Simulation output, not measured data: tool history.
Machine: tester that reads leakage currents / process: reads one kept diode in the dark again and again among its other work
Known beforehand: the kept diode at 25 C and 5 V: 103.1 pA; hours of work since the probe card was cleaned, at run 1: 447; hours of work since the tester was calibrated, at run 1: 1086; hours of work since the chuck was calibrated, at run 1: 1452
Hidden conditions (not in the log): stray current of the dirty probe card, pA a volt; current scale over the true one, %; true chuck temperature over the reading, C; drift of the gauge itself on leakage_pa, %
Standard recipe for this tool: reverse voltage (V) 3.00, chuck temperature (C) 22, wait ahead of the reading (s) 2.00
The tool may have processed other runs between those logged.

| run | hour | reverse voltage (V) | chuck temperature (C) | wait ahead of the reading (s) | hours of work since the probe card was cleaned | hours of work since the tester was calibrated | hours of work since the chuck was calibrated | current that the tester gives (pA) |
|---|---|---|---|---|---|---|---|---|
| 1 | 0.0 | 3.00 | 22 | 2.00 | 447 | 1086 | 1452 | 68.36 |
| 2 | 47.6 | 3.00 | 22 | 3.68 | 480 | 1118 | 1485 | 68.37 |
| 3 | 90.6 | 3.00 | 22 | 3.68 | 509 | 1147 | 1514 | 68.51 |
|  | 119.4 | chuck's temperature calibrated |
| 4 | 148.1 | 3.00 | 22 | 3.68 | 546 | 1184 | 19 | 70.93 |
| 5 | 181.6 | 3.00 | 22 | 8.52 | 569 | 1207 | 42 | 70.66 |
| 6 | 238.9 | 3.00 | 22 | 1.09 | 607 | 1246 | 81 | 71.68 |
|  | 261.6 | chuck's temperature calibrated, once more |
| 7 | 270.4 | 3.00 | 22 | 1.09 | 627 | 1266 | 6 | 65.17 |
| 8 | 311.9 | 3.00 | 22 | 1.09 | 655 | 1294 | 34 | 65.64 |
| 9 | 359.5 | 3.00 | 22 | 1.09 | 687 | 1326 | 66 | 65.65 |
| 10 | 413.1 | 2.41 | 22 | 1.61 | 724 | 1362 | 102 | 59.44 |
| 11 | 462.4 | 2.41 | 22 | 1.61 | 757 | 1395 | 136 | 59.43 |
| 12 | 503.9 | 4.42 | 46 | 2.92 | 785 | 1423 | 164 | 494.81 |
| 13 | 554.3 | 3.00 | 27 | 8.35 | 819 | 1457 | 198 | 97.74 |
| 14 | 590.2 | 5.96 | 22 | 8.35 | 843 | 1481 | 222 | 90.03 |
| 15 | 631.8 | 5.96 | 22 | 8.35 | 871 | 1510 | 250 | 89.89 |
| 16 | 662.0 | 3.00 | 41 | 0.41 | 892 | 1530 | 270 | 292.56 |
| 17 | 694.3 | 4.03 | 22 | 2.00 | 913 | 1552 | 292 | 76.05 |
| 18 | 726.3 | 3.00 | 22 | 10.00 | 935 | 1573 | 314 | 65.79 |

5 options for the next run, each taken on its own from the tool as it stands now. Forecast them:
| A | 775.1 | 3.99 | 39 | 0.50 | 968 | 1606 | 347 | ? |
| B | 775.1 | 1.91 | 22 | 10.00 | 968 | 1606 | 347 | ? |
| C | 775.1 | 15.50 | 22 | 1.64 | 968 | 1606 | 347 | ? |
| D | 775.1 | 3.00 | 25 | 2.00 | 968 | 1606 | 347 | ? |
| E | 775.1 | 19.31 | 30 | 2.00 | 968 | 1606 | 347 | ? |

| run | current that the tester gives (pA) |
|---|---|
| A | 289.47 |
| B | 53.61 |
| C | 144.26 |
| D | 84.54 |
| E | 296.58 |
Without the tool's unlogged condition, the same runs would have read:
| run | current that the tester gives (pA) |
|---|---|
| A | 284.00 |
| B | 52.13 |
| C | 136.81 |
| D | 82.24 |
| E | 285.69 |
